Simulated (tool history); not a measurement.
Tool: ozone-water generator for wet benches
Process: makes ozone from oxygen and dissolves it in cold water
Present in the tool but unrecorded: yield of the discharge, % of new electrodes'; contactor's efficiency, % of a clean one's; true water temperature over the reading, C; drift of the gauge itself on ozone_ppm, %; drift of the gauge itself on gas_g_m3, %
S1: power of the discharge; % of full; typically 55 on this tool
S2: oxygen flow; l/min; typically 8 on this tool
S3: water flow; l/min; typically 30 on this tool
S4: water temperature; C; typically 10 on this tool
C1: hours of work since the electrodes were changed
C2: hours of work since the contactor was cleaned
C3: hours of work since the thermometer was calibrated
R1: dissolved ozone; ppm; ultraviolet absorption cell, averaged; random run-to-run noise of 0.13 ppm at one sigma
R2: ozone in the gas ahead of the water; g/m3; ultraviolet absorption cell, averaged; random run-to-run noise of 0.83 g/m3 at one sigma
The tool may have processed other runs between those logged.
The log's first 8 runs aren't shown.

run   hour  S1    S2  S3  S4    C1    C2   C3    R1     R2
  9  411.6  55  9.47  30  10  1934  5062  225  12.5  118.9
 10  440.9  55  9.47  30  10  1963  5091  253  12.4  119.1
 11  466.7  55     8  30  10  1988  5116  278  12.8  128.2
 12  518.1  55     8  30  10  2037  5165  328  12.7  131.2
 13  551.8  55     8  30  10  2070  5198  361  12.6  130.1
 14  608.5  55     8  30  10  2125  5253  416  12.6  130.1
 15  645.5  55     8  30  10  2161  5289  452  12.7  130.5
 16    701  55     8  30  10  2215  5343  505  12.6  129.8
 17  745.1  55     8  20  10  2257  5385  548  17.1  131.1

The next listed run, before its measurement:
 18  785.3  80  7.62  21   9  2296  5424  587   ?   ?

Run 18 produced R1 23.7 ppm, R2 191 g/m3.
Without the tool's hidden state the same run would have given R1 26 ppm, R2 196.8 g/m3.
